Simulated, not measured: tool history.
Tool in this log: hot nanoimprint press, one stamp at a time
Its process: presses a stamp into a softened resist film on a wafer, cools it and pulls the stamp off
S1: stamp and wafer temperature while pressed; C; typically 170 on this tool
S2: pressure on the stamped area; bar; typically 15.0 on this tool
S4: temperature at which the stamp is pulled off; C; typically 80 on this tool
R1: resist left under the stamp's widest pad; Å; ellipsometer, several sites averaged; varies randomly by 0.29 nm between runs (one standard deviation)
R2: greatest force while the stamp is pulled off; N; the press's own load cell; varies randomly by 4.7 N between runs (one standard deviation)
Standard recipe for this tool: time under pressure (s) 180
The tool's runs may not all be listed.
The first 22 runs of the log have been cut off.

run 23 hour=311.8 | S1=170 S2=18.9 time_under_pressure_(s)=306 S4=68 | R1=1509 R2=268
-- hour=326.2 stamp cleaned and given a new release coat
run 24 hour=327.7 | S1=170 S2=12.7 time_under_pressure_(s)=90 S4=68 | R1=2893 R2=263
run 25 hour=338.9 | S1=170 S2=12.7 time_under_pressure_(s)=90 S4=68 | R1=2895 R2=261
run 26 hour=357.8 | S1=170 S2=12.7 time_under_pressure_(s)=90 S4=68 | R1=2895 R2=273
run 27 hour=377.0 | S1=181 S2=11.2 time_under_pressure_(s)=90 S4=68 | R1=2024 R2=265
run 28 hour=387.5 | S1=174 S2=23.3 time_under_pressure_(s)=255 S4=84 | R1=1230 R2=214
run 29 hour=404.1 | S1=177 S2=23.8 time_under_pressure_(s)=174 S4=78 | R1=1264 R2=227
run 30 hour=423.4 | S1=177 S2=23.8 time_under_pressure_(s)=174 S4=78 | R1=1259 R2=234

Here are 3 independent what-if runs from the current tool condition. What would each one return?
run A hour=432.4 | S1=168 S2=23.8 time_under_pressure_(s)=137 S4=71 | R1=? R2=?
run B hour=432.4 | S1=162 S2=18.2 time_under_pressure_(s)=174 S4=66 | R1=? R2=?
run C hour=432.4 | S1=164 S2=15.0 time_under_pressure_(s)=180 S4=80 | R1=? R2=?

run=A R1=2093 R2=255
run=B R1=2765 R2=268
run=C R1=2703 R2=230
Without the tool's hidden state the same runs would have given:
run=A R1=2093 R2=255
run=B R1=2765 R2=267
run=C R1=2704 R2=230

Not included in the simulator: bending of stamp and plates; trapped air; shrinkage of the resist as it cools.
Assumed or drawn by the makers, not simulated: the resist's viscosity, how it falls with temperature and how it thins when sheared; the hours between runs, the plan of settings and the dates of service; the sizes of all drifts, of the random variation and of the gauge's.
